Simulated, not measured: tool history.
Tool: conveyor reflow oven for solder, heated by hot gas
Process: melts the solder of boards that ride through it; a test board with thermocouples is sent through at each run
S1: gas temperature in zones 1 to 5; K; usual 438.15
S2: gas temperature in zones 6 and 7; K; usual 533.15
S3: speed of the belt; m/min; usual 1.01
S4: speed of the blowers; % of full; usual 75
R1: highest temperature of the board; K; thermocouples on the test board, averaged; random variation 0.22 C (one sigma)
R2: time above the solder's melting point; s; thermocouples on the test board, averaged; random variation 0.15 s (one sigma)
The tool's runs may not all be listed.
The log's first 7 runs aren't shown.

Run 8, hour 403.5: usual settings. Result: R1 516.95 K, R2 28.9 s.
Run 9, hour 437.7: usual settings. Result: R1 516.45 K, R2 29.3 s.
At hour 492: flux residue cleaned out of gas plates and filters.
Run 10, hour 492: usual settings but S2 536.15 K. Result: R1 521.05 K, R2 32.1 s.
Run 11, hour 526.8: usual settings but S2 536.15 K. Result: R1 521.15 K, R2 31.9 s.
Run 12, hour 580: usual settings but S2 536.15 K. Result: R1 519.95 K, R2 31.8 s.
Run 13, hour 645.1: usual settings but S2 536.15 K. Result: R1 520.55 K, R2 31.9 s.
Run 14, hour 687.5: usual settings but S1 436.15 K. Result: R1 517.35 K, R2 29.7 s.
Run 15, hour 740.8: usual settings but S1 436.15 K. Result: R1 517.35 K, R2 29.7 s.
Run 16, hour 787.9: usual settings but S1 436.15 K. Result: R1 516.85 K, R2 29.3 s.
Run 17, hour 819.8: usual settings but S1 436.15 K. Result: R1 516.65 K, R2 29.2 s.
At hour 838.9: thermocouples of zones 6 and 7 changed.
Run 18, hour 861: usual settings but S1 436.15 K. Result: R1 517.05 K, R2 29.5 s.
Run 19, hour 929.5: usual settings but S1 429.15 K, S2 543.15 K, S3 1.13 m/min. Result: R1 520.05 K, R2 26.1 s.
Run 20, hour 983.4: usual settings but S1 429.15 K, S2 539.15 K, S3 1.03 m/min, S4 54 % of full. Result: R1 514.85 K, R2 25 s.
Run 21, hour 1049.9: usual settings but S1 429.15 K, S2 538.15 K, S3 1.03 m/min. Result: R1 519.25 K, R2 28.3 s.
Run 22, hour 1109.6: usual settings but S1 429.15 K, S2 542.15 K, S3 1.17 m/min. Result: R1 516.85 K, R2 23.3 s.
Run 23, hour 1161.4: usual settings but S1 428.15 K, S2 528.15 K, S3 0.93 m/min, S4 89 % of full. Result: R1 514.75 K, R2 30.4 s.
At hour 1228.6: flux residue cleaned out of gas plates and filters.
Run 24, hour 1236.9: usual settings but S1 428.15 K, S2 528.15 K, S3 0.93 m/min, S4 89 % of full. Result: R1 516.65 K, R2 31.9 s.
Run 25, hour 1284: usual settings but S1 428.15 K, S2 528.15 K, S3 0.93 m/min, S4 89 % of full. Result: R1 516.25 K, R2 31.8 s.
Run 26, hour 1335.2: usual settings but S1 449.15 K, S3 1.17 m/min. Result: R1 515.35 K, R2 26.2 s.
Run 27, hour 1380: usual settings but S1 449.15 K, S3 1.17 m/min. Result: R1 515.35 K, R2 26.5 s.
Run 28, hour 1430.7: usual settings but S1 449.15 K, S3 1.17 m/min. Result: R1 514.85 K, R2 26.3 s.
Run 29, hour 1463.4: usual settings but S1 449.15 K, S3 1.17 m/min. Result: R1 515.45 K, R2 25.8 s.
Run 30, hour 1500.6: usual settings but S1 444.15 K, S2 528.15 K, S3 1.07 m/min, S4 77 % of full. Result: R1 513.05 K, R2 26.7 s.
Run 31, hour 1535.7: usual settings but S4 52 % of full. Result: R1 512.25 K, R2 25.7 s.

Forecast each of these 4 alternatives for the next run:
Run A, hour 1588.4: usual settings but S2 544.15 K, S4 52 % of full. Result: R1 ?, R2 ?.
Run B, hour 1588.4: usual settings but S1 439.15 K, S2 528.15 K, S4 52 % of full. Result: R1 ?, R2 ?.
Run C, hour 1588.4: usual settings but S2 535.15 K, S3 0.92 m/min. Result: R1 ?, R2 ?.
Run D, hour 1588.4: usual settings but S1 431.15 K, S2 541.15 K, S3 1.08 m/min. Result: R1 ?, R2 ?.

run      R1    R2
  A  521.45  31.5
  B  508.05  23.2
  C  522.25  36.4
  D  520.55  28.3
Without the tool's hidden state the same runs would have given:
run      R1    R2
  A  522.05  31.4
  B  508.55  23.4
  C  522.95  36.4
  D  521.55  28.4
